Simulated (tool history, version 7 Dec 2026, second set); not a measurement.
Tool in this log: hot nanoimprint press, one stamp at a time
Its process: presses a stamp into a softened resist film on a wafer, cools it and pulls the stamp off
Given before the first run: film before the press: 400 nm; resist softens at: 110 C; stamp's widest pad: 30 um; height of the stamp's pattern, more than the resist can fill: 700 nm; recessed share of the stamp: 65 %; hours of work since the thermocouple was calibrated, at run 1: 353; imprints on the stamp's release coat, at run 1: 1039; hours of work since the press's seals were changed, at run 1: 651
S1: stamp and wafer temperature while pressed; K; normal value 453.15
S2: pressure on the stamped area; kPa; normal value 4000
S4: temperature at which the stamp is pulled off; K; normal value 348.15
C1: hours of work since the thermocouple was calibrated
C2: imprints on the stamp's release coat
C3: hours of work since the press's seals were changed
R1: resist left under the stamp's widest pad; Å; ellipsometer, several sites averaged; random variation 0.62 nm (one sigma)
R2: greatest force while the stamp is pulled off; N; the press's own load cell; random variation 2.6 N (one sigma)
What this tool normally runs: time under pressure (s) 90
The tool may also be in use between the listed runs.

Run 1, day 0: usual settings; C1 353; C2 1039; C3 651. Result: R1 1502 Å, R2 142 N.
Run 2, day 1.738: usual settings but S4 347.15 K; C1 373; C2 1102; C3 671. Result: R1 1510 Å, R2 153 N.
Run 3, day 3.133: usual settings; C1 389; C2 1152; C3 687. Result: R1 1510 Å, R2 148 N.
Run 4, day 5.508: usual settings; C1 416; C2 1237; C3 714. Result: R1 1506 Å, R2 147 N.
Run 5, day 6.55: usual settings; C1 428; C2 1274; C3 726. Result: R1 1496 Å, R2 145 N.
At day 6.8: plate thermocouple calibrated.
At day 7.692: press's hydraulic seals changed and the load cell set to zero.
Run 6, day 8.875: usual settings; C1 20; C2 1341; C3 13. Result: R1 1404 Å, R2 152 N.
Run 7, day 10.1: usual settings; C1 34; C2 1385; C3 27. Result: R1 1400 Å, R2 146 N.
Run 8, day 12.254: usual settings; C1 58; C2 1462; C3 52. Result: R1 1398 Å, R2 148 N.
Run 9, day 14.279: usual settings but S2 3270 kPa; C1 81; C2 1535; C3 75. Result: R1 1552 Å, R2 150 N.
Run 10, day 15.933: usual settings but S2 3010 kPa, time under pressure (s) 107; C1 100; C2 1594; C3 93. Result: R1 1532 Å, R2 153 N.
Run 11, day 18.046: usual settings but S2 2690 kPa; C1 124; C2 1670; C3 117. Result: R1 1734 Å, R2 150 N.
At day 19.1: plate thermocouple calibrated, once more.
At day 19.742: stamp cleaned and given a new release coat.
Run 12, day 20.517: usual settings but S2 2690 kPa; C1 13; C2 28; C3 141. Result: R1 1950 Å, R2 121 N.
Run 13, day 21.7: usual settings but S2 2690 kPa; C1 27; C2 70; C3 154. Result: R1 1949 Å, R2 125 N.
Run 14, day 23.092: usual settings but S2 2470 kPa; C1 42; C2 120; C3 170. Result: R1 2032 Å, R2 124 N.
Run 15, day 25.062: usual settings but S2 2470 kPa; C1 65; C2 191; C3 192. Result: R1 2021 Å, R2 128 N.

3 ways to go on from here, each from the tool as it stands after run 15. What would each give?
Run A, day 26.946: usual settings but S1 449.15 K, time under pressure (s) 48; C1 86; C2 258; C3 214. Result: R1 ?, R2 ?.
Run B, day 26.946: usual settings but S1 463.15 K, S2 4120 kPa; C1 86; C2 258; C3 214. Result: R1 ?, R2 ?.
Run C, day 26.946: usual settings but S2 6270 kPa, time under pressure (s) 87; C1 86; C2 258; C3 214. Result: R1 ?, R2 ?.

run    R1   R2
  A  2211  128
  B  1063  131
  C  1227  128
The same runs, with their run-to-run variation unchanged, on a tool lacking any hidden condition would have given:
run    R1   R2
  A  2186  122
  B  1049  124
  C  1203  121
